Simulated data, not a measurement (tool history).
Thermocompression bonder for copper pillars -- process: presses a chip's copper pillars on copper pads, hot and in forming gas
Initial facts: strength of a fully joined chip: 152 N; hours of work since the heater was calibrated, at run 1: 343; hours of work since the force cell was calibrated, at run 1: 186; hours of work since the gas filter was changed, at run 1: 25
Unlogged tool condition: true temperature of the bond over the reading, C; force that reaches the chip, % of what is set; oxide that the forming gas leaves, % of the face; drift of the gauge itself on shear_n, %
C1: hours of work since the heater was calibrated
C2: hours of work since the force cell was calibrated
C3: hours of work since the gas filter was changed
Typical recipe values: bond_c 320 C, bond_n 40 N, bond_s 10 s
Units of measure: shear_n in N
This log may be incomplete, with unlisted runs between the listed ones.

Run 1, hour 0.0: usual settings; C1 343; C2 186; C3 25. Result: shear_n 49.5 N.
Run 2, hour 13.4: usual settings; C1 350; C2 193; C3 33. Result: shear_n 49.6 N.
Run 3, hour 26.1: usual settings but bond_c 309 C; C1 357; C2 200; C3 40. Result: shear_n 44.9 N.
Run 4, hour 34.4: usual settings but bond_n 56 N; C1 362; C2 205; C3 44. Result: shear_n 60.0 N.
Run 5, hour 45.5: usual settings but bond_n 56 N; C1 368; C2 211; C3 50. Result: shear_n 59.8 N.
Run 6, hour 52.0: usual settings but bond_n 57 N; C1 372; C2 215; C3 54. Result: shear_n 59.5 N.
Run 7, hour 64.0: usual settings but bond_n 57 N; C1 378; C2 221; C3 61. Result: shear_n 60.1 N.
Run 8, hour 70.2: usual settings; C1 382; C2 225; C3 64. Result: shear_n 49.5 N.
Run 9, hour 80.8: usual settings; C1 387; C2 231; C3 70. Result: shear_n 49.2 N.
Run 10, hour 90.5: usual settings; C1 393; C2 236; C3 75. Result: shear_n 48.3 N.
Run 11, hour 96.7: usual settings; C1 396; C2 239; C3 79. Result: shear_n 48.3 N.
Run 12, hour 107.8: usual settings; C1 402; C2 246; C3 85. Result: shear_n 48.1 N.
Run 13, hour 117.1: usual settings; C1 407; C2 251; C3 90. Result: shear_n 48.6 N.
Run 14, hour 123.3: usual settings but bond_s 8 s; C1 411; C2 254; C3 93. Result: shear_n 44.4 N.
At hour 125.4: force cell calibrated.
Run 15, hour 130.7: usual settings but bond_s 8 s; C1 414; C2 3; C3 97. Result: shear_n 43.7 N.
Run 16, hour 137.3: usual settings but bond_s 8 s; C1 418; C2 7; C3 100. Result: shear_n 43.7 N.
Run 17, hour 148.1: usual settings but bond_s 8 s; C1 424; C2 13; C3 106. Result: shear_n 43.7 N.
Run 18, hour 154.6: usual settings but bond_c 346 C; C1 427; C2 16; C3 110. Result: shear_n 58.9 N.
Run 19, hour 167.4: usual settings but bond_c 346 C, bond_n 32 N; C1 434; C2 23; C3 117. Result: shear_n 51.8 N.
Run 20, hour 179.5: usual settings but bond_c 346 C, bond_n 32 N; C1 441; C2 30; C3 124. Result: shear_n 51.8 N.
At hour 184.8: force cell calibrated, once more.
Run 21, hour 188.0: usual settings but bond_c 346 C, bond_n 32 N; C1 445; C2 2; C3 127. Result: shear_n 51.6 N.
Run 22, hour 198.3: usual settings but bond_c 346 C, bond_n 32 N; C1 451; C2 7; C3 133. Result: shear_n 52.5 N.
Run 23, hour 206.9: usual settings but bond_c 346 C, bond_n 32 N; C1 455; C2 12; C3 138. Result: shear_n 52.4 N.
Run 24, hour 217.6: usual settings but bond_c 346 C, bond_n 32 N; C1 461; C2 18; C3 144. Result: shear_n 51.7 N.
Run 25, hour 230.9: usual settings but bond_c 346 C, bond_n 32 N; C1 469; C2 25; C3 151. Result: shear_n 51.6 N.
Run 26, hour 240.3: usual settings but bond_c 346 C, bond_n 28 N; C1 474; C2 31; C3 156. Result: shear_n 47.2 N.
Run 27, hour 248.6: usual settings but bond_n 29 N; C1 478; C2 35; C3 161. Result: shear_n 38.5 N.
Run 28, hour 260.1: usual settings but bond_c 321 C, bond_n 29 N; C1 485; C2 42; C3 167. Result: shear_n 39.0 N.
Run 29, hour 269.5: usual settings but bond_c 321 C, bond_n 29 N; C1 490; C2 47; C3 172. Result: shear_n 38.5 N.
Run 30, hour 278.4: usual settings but bond_c 325 C, bond_n 46 N, bond_s 9 s; C1 495; C2 52; C3 177. Result: shear_n 50.6 N.
Run 31, hour 284.3: usual settings but bond_c 346 C, bond_n 48 N, bond_s 11 s; C1 498; C2 55; C3 181. Result: shear_n 66.8 N.
Run 32, hour 290.8: usual settings but bond_c 345 C, bond_s 30 s; C1 502; C2 59; C3 184. Result: shear_n 84.0 N.
Run 33, hour 301.0: usual settings but bond_c 295 C, bond_n 26 N; C1 507; C2 64; C3 190. Result: shear_n 27.2 N.
At hour 309.2: forming gas filter changed.
Run 34, hour 309.9: usual settings but bond_c 324 C, bond_n 26 N, bond_s 22 s; C1 512; C2 69; C3 0. Result: shear_n 53.4 N.
Run 35, hour 322.9: usual settings but bond_c 334 C; C1 519; C2 76; C3 8. Result: shear_n 54.9 N.
Run 36, hour 333.6: usual settings but bond_c 334 C, bond_n 30 N; C1 525; C2 82; C3 13. Result: shear_n 46.7 N.

Alternative continuations, all from the tool just after run 36; predict every row:
Run A, hour 343.2: usual settings but bond_c 334 C, bond_n 30 N; C1 530; C2 87; C3 19. Result: shear_n ?.
Run B, hour 343.2: usual settings but bond_c 334 C, bond_n 59 N, bond_s 12 s; C1 530; C2 87; C3 19. Result: shear_n ?.
Run C, hour 343.2: usual settings but bond_c 316 C, bond_n 26 N; C1 530; C2 87; C3 19. Result: shear_n ?.
Run D, hour 343.2: usual settings but bond_c 316 C, bond_n 42 N; C1 530; C2 87; C3 19. Result: shear_n ?.

run  shear_n
  A     46.1
  B     73.4
  C     35.8
  D     48.0
With the hidden condition removed and each run's random variation left untouched, the same runs would have given:
run  shear_n
  A     51.4
  B     80.4
  C     40.4
  D     53.6
